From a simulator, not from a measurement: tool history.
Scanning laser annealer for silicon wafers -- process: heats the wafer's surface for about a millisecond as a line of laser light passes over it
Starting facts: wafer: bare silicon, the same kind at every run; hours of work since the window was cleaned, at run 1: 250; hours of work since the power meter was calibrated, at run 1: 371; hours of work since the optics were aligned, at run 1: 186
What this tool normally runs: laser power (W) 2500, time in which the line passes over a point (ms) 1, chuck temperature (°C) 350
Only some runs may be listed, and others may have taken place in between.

run     day  laser power (W)  time in which the line passes over a point (ms)  chuck temperature (°C)  hours of work since the window was cleaned  hours of work since the power meter was calibrated  hours of work since the optics were aligned  highest temperature of the surface (°C)
  1       0             2500                                                1                     350                                         250                                                 371                                          186                                     1058
  2   0.542             2500                                                1                     350                                         259                                                 380                                          195                                     1054
  3   1.042             2465                                                1                     350                                         267                                                 389                                          203                                     1042
  4   1.688             2465                                                1                     350                                         278                                                 400                                          214                                     1045
  5   1.992             2465                                                1                     350                                         283                                                 405                                          219                                     1045
  6   2.354             2465                                                1                     350                                         289                                                 411                                          225                                     1040
  7   3.008             2500                                             0.78                     350                                         300                                                 422                                          236                                      957
  8   3.333             2522                                             0.78                     350                                         306                                                 427                                          242                                      966
  9   3.925             2522                                             0.78                     350                                         316                                                 437                                          252                                      966
 10   4.396             2500                                                1                     350                                         323                                                 445                                          260                                     1050
 11   4.792             2500                                                1                     350                                         330                                                 452                                          266                                     1050
 12   5.442             2500                                                1                     350                                         341                                                 463                                          277                                     1050
 13   5.912             2500                                                1                     350                                         349                                                 471                                          285                                     1050
 14   6.604             2500                                                1                     350                                         361                                                 482                                          297                                     1049
 15   7.088             2500                                                1                     350                                         369                                                 490                                          305                                     1050
 16   7.404             2350                                                1                     375                                         374                                                 496                                          310                                     1022
 17   8.025             2350                                                1                     375                                         384                                                 506                                          321                                     1023
 18   8.688             2700                                             0.71                     363                                         396                                                 517                                          332                                      991
 19   9.154             2700                                             0.71                     363                                         403                                                 525                                          340                                      988
 20   9.525             2700                                             0.71                     363                                         410                                                 531                                          346                                      991
 21  10.154             2253                                             0.82                     350                                         420                                                 542                                          356                                      896
 22  10.854             2253                                             0.82                     350                                         432                                                 554                                          368                                      894
 23  11.338             2500                                                1                     314                                         440                                                 562                                          376                                     1009
 24  11.967             2394                                             1.02                     359                                         451                                                 572                                          387                                     1026
 25  12.342             2203                                                1                     389                                         457                                                 579                                          393                                      984
 26  12.792             2203                                                1                     377                                         465                                                 586                                          401                                      971
 27  13.454             2203                                                1                     377                                         476                                                 598                                          412                                      967
 28   14.15             2203                                                1                     377                                         487                                                 609                                          424                                      972
 29  14.604             2196                                             1.21                     350                                         495                                                 617                                          431                                     1009
 30  14.888             2196                                             1.21                     350                                         500                                                 622                                          436                                     1007

Predict each of these 5 candidate next runs independently; none follows another, all start after run 30:
  A  15.55             2500                                             1.14                     350                                         511                                                 633                                          447                                        ?
  B  15.55             2196                                             1.17                     350                                         511                                                 633                                          447                                        ?
  C  15.55             2363                                              1.2                     352                                         511                                                 633                                          447                                        ?
  D  15.55             2584                                             1.19                     350                                         511                                                 633                                          447                                        ?
  E  15.55             2335                                             0.74                     322                                         511                                                 633                                          447                                        ?

run  highest temperature of the surface (°C)
  A                                     1094
  B                                      995
  C                                     1067
  D                                     1143
  E                                      856
What these runs would have given with no unlogged condition in the tool:
run  highest temperature of the surface (°C)
  A                                     1126
  B                                     1023
  C                                     1098
  D                                     1178
  E                                      880

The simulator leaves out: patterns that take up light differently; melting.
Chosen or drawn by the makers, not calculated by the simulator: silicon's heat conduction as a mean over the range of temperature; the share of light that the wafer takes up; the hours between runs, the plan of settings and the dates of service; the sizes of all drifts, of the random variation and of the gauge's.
